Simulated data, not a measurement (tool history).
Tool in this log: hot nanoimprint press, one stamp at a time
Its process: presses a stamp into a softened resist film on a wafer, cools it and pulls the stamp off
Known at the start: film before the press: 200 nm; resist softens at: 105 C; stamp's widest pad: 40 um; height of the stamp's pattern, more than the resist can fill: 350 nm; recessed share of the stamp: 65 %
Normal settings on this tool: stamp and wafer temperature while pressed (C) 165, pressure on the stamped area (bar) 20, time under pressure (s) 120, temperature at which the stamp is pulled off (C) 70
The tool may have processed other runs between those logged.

| run | hour | stamp and wafer temperature while pressed (C) | pressure on the stamped area (bar) | time under pressure (s) | temperature at which the stamp is pulled off (C) | resist left under the stamp's widest pad (Å) | greatest force while the stamp is pulled off (N) |
|---|---|---|---|---|---|---|---|
| 1 | 0 | 165 | 20 | 120 | 70 | 1186 | 127 |
| 2 | 14.9 | 165 | 20 | 120 | 70 | 1187 | 122 |
| 3 | 29.8 | 165 | 20 | 120 | 70 | 1183 | 123 |
| 4 | 45.3 | 165 | 14.8 | 120 | 70 | 1337 | 119 |
| 5 | 59.1 | 165 | 24.3 | 120 | 70 | 1080 | 124 |
| 6 | 71.7 | 165 | 20 | 120 | 70 | 1179 | 122 |
| 7 | 83.3 | 165 | 20 | 120 | 70 | 1180 | 126 |
| 8 | 94.2 | 165 | 20 | 120 | 70 | 1175 | 123 |
| 9 | 104 | 165 | 20 | 131 | 70 | 1149 | 123 |
| 10 | 112.5 | 165 | 20 | 131 | 70 | 1149 | 125 |
|  | 116.3 | plate thermocouple calibrated |
| 11 | 126 | 165 | 20 | 131 | 70 | 1144 | 123 |
| 12 | 135.3 | 165 | 20 | 120 | 60 | 1177 | 136 |
| 13 | 146.4 | 165 | 20 | 120 | 60 | 1179 | 132 |
| 14 | 154.5 | 165 | 20 | 120 | 60 | 1175 | 130 |
| 15 | 169.1 | 165 | 20 | 120 | 60 | 1170 | 133 |
| 16 | 180.2 | 158 | 17.2 | 120 | 71 | 1505 | 125 |
| 17 | 193.5 | 165 | 31.2 | 120 | 70 | 956 | 123 |
| 18 | 204.6 | 165 | 29.3 | 120 | 70 | 981 | 120 |
| 19 | 212.3 | 165 | 31.5 | 120 | 70 | 942 | 121 |
| 20 | 221.8 | 165 | 20.2 | 64 | 70 | 1374 | 123 |
|  | 229.4 | gauge calibrated |
| 21 | 230.6 | 165 | 20.2 | 135 | 72 | 1146 | 121 |
| 22 | 241.5 | 165 | 20.2 | 135 | 72 | 1133 | 122 |
| 23 | 256.1 | 165 | 19.2 | 62 | 78 | 1432 | 115 |
| 24 | 270.1 | 153 | 19.2 | 62 | 78 | 1777 | 119 |
| 25 | 278 | 165 | 20 | 61 | 55 | 1417 | 138 |
| 26 | 291.5 | 164 | 13.3 | 61 | 72 | 1622 | 127 |
| 27 | 302.2 | 163 | 20 | 120 | 73 | 1255 | 125 |
| 28 | 314.5 | 163 | 20 | 120 | 73 | 1256 | 119 |
| 29 | 324.8 | 165 | 20 | 189 | 64 | 1022 | 134 |
| 30 | 331.5 | 165 | 20 | 189 | 64 | 1023 | 131 |

4 options for the next run, each taken on its own from the tool as it stands now. Forecast them:
| A | 340.9 | 162 | 20 | 120 | 71 | ? | ? |
| B | 340.9 | 160 | 16.5 | 99 | 70 | ? | ? |
| C | 340.9 | 154 | 15.5 | 129 | 70 | ? | ? |
| D | 340.9 | 171 | 17.5 | 120 | 70 | ? | ? |

| run | resist left under the stamp's widest pad (Å) | greatest force while the stamp is pulled off (N) |
|---|---|---|
| A | 1288 | 128 |
| B | 1517 | 127 |
| C | 1660 | 122 |
| D | 1039 | 123 |
The same runs, with their run-to-run variation unchanged, on a tool lacking any hidden condition would have given:
| run | resist left under the stamp's widest pad (Å) | greatest force while the stamp is pulled off (N) |
|---|---|---|
| A | 1299 | 127 |
| B | 1529 | 126 |
| C | 1674 | 121 |
| D | 1047 | 122 |

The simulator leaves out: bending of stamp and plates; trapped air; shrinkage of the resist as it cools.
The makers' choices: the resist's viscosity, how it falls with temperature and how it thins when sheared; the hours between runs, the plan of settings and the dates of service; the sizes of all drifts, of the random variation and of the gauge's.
